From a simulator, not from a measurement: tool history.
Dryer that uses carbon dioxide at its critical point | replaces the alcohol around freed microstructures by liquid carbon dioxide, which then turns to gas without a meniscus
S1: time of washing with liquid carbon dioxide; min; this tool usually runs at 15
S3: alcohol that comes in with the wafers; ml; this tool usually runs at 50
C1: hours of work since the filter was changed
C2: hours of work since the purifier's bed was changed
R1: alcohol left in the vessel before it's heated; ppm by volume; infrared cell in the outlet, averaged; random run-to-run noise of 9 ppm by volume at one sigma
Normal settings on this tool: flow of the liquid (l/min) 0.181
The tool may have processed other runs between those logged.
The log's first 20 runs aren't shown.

run 21 hour=500.8 | S1=13 flow_of_the_liquid_(l/min)=0.114 S3=50 | C1=118 C2=733 | R1=6849
run 22 hour=529.9 | S1=13 flow_of_the_liquid_(l/min)=0.114 S3=50 | C1=131 C2=746 | R1=7021
run 23 hour=558.4 | S1=13 flow_of_the_liquid_(l/min)=0.114 S3=50 | C1=143 C2=758 | R1=7240
-- hour=575.8 purifier's bed changed
run 24 hour=585.4 | S1=13 flow_of_the_liquid_(l/min)=0.114 S3=50 | C1=154 C2=4 | R1=7210
run 25 hour=607.0 | S1=22 flow_of_the_liquid_(l/min)=0.275 S3=90 | C1=163 C2=14 | R1=19
run 26 hour=638.0 | S1=12 flow_of_the_liquid_(l/min)=0.233 S3=24 | C1=177 C2=27 | R1=353
run 27 hour=667.8 | S1=19 flow_of_the_liquid_(l/min)=0.176 S3=38 | C1=190 C2=40 | R1=226
run 28 hour=697.3 | S1=17 flow_of_the_liquid_(l/min)=0.156 S3=119 | C1=203 C2=53 | R1=2357
run 29 hour=720.6 | S1=17 flow_of_the_liquid_(l/min)=0.156 S3=46 | C1=213 C2=63 | R1=918
run 30 hour=750.9 | S1=11 flow_of_the_liquid_(l/min)=0.265 S3=52 | C1=226 C2=77 | R1=719
run 31 hour=765.5 | S1=11 flow_of_the_liquid_(l/min)=0.181 S3=21 | C1=232 C2=83 | R1=1422
run 32 hour=795.7 | S1=12 flow_of_the_liquid_(l/min)=0.181 S3=97 | C1=246 C2=96 | R1=4830
run 33 hour=828.3 | S1=20 flow_of_the_liquid_(l/min)=0.149 S3=74 | C1=260 C2=110 | R1=1022
run 34 hour=860.0 | S1=20 flow_of_the_liquid_(l/min)=0.149 S3=33 | C1=274 C2=124 | R1=502
run 35 hour=878.8 | S1=20 flow_of_the_liquid_(l/min)=0.164 S3=21 | C1=282 C2=132 | R1=230

Here are 4 independent what-if runs from the current tool condition. What would each one return?
run A hour=895.5 | S1=16 flow_of_the_liquid_(l/min)=0.268 S3=38 | C1=289 C2=140 | R1=?
run B hour=895.5 | S1=15 flow_of_the_liquid_(l/min)=0.237 S3=83 | C1=289 C2=140 | R1=?
run C hour=895.5 | S1=20 flow_of_the_liquid_(l/min)=0.240 S3=33 | C1=289 C2=140 | R1=?
run D hour=895.5 | S1=13 flow_of_the_liquid_(l/min)=0.203 S3=58 | C1=289 C2=140 | R1=?

run=A R1=113
run=B R1=510
run=C R1=80
run=D R1=1463
Had the tool no hidden state, the same runs would have come out as:
run=A R1=23
run=B R1=161
run=C R1=18
run=D R1=643
